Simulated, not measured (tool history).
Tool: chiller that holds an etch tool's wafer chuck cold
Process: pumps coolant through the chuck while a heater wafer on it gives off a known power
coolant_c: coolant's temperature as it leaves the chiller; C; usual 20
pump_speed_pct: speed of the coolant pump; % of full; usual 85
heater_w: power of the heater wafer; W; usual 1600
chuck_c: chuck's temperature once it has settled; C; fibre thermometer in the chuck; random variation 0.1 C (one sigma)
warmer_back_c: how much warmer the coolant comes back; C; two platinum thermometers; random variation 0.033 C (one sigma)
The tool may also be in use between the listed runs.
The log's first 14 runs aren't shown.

Run 15, hour 367.3: usual settings but coolant_c 29 C. Result: chuck_c 41.8 C, warmer_back_c 4.75 C.
Run 16, hour 392.5: usual settings but coolant_c 29 C. Result: chuck_c 41.6 C, warmer_back_c 4.74 C.
Run 17, hour 408.7: usual settings but coolant_c 15 C, heater_w 1746 W. Result: chuck_c 28.9 C, warmer_back_c 5.22 C.
Run 18, hour 444.4: usual settings but coolant_c 22 C, pump_speed_pct 79 % of full, heater_w 1921 W. Result: chuck_c 38.3 C, warmer_back_c 6.21 C.
Run 19, hour 469.8: usual settings but pump_speed_pct 75 % of full, heater_w 1888 W. Result: chuck_c 36.7 C, warmer_back_c 6.46 C.
Run 20, hour 497.1: usual settings but heater_w 1746 W. Result: chuck_c 33.8 C, warmer_back_c 5.27 C.
Run 21, hour 530.9: usual settings but coolant_c 11 C, pump_speed_pct 62 % of full. Result: chuck_c 27.9 C, warmer_back_c 6.69 C.
Run 22, hour 546.9: usual settings but coolant_c 12 C, pump_speed_pct 64 % of full, heater_w 2247 W. Result: chuck_c 35.1 C, warmer_back_c 9.16 C.
Run 23, hour 563.3: usual settings but coolant_c 12 C, pump_speed_pct 64 % of full, heater_w 2247 W. Result: chuck_c 35.0 C, warmer_back_c 9.13 C.
Run 24, hour 600.0: usual settings but coolant_c 12 C, pump_speed_pct 64 % of full, heater_w 2247 W. Result: chuck_c 35.1 C, warmer_back_c 9.23 C.
Run 25, hour 638.1: usual settings but coolant_c 12 C, pump_speed_pct 64 % of full, heater_w 2247 W. Result: chuck_c 35.1 C, warmer_back_c 9.14 C.
Run 26, hour 676.2: usual settings but coolant_c 12 C, pump_speed_pct 64 % of full, heater_w 2247 W. Result: chuck_c 35.1 C, warmer_back_c 9.13 C.
Run 27, hour 710.9: usual settings but heater_w 2049 W. Result: chuck_c 36.2 C, warmer_back_c 6.12 C.
Run 28, hour 727.4: usual settings but heater_w 2049 W. Result: chuck_c 36.1 C, warmer_back_c 6.13 C.
Run 29, hour 763.3: usual settings but coolant_c 11 C, pump_speed_pct 65 % of full. Result: chuck_c 27.2 C, warmer_back_c 6.30 C.
Run 30, hour 789.5: usual settings but coolant_c 15 C, heater_w 1672 W. Result: chuck_c 28.1 C, warmer_back_c 4.98 C.
Run 31, hour 811.4: usual settings but coolant_c 17 C, pump_speed_pct 75 % of full, heater_w 2352 W. Result: chuck_c 38.0 C, warmer_back_c 8.11 C.
Run 32, hour 829.3: usual settings but coolant_c 19 C, pump_speed_pct 96 % of full, heater_w 1384 W. Result: chuck_c 28.7 C, warmer_back_c 3.67 C.

3 ways to go on from here, each from the tool as it stands after run 32. What would each give?
Run A, hour 854.6: usual settings but coolant_c 16 C, pump_speed_pct 96 % of full, heater_w 1384 W. Result: chuck_c ?, warmer_back_c ?.
Run B, hour 854.6: usual settings but coolant_c 16 C, pump_speed_pct 73 % of full. Result: chuck_c ?, warmer_back_c ?.
Run C, hour 854.6: usual settings but coolant_c 26 C, pump_speed_pct 78 % of full. Result: chuck_c ?, warmer_back_c ?.

run  chuck_c  warmer_back_c
  A     25.8           3.62
  B     30.6           5.64
  C     39.7           5.24
Without the tool's hidden state the same runs would have given:
run  chuck_c  warmer_back_c
  A     25.7           3.62
  B     30.6           5.64
  C     39.7           5.24
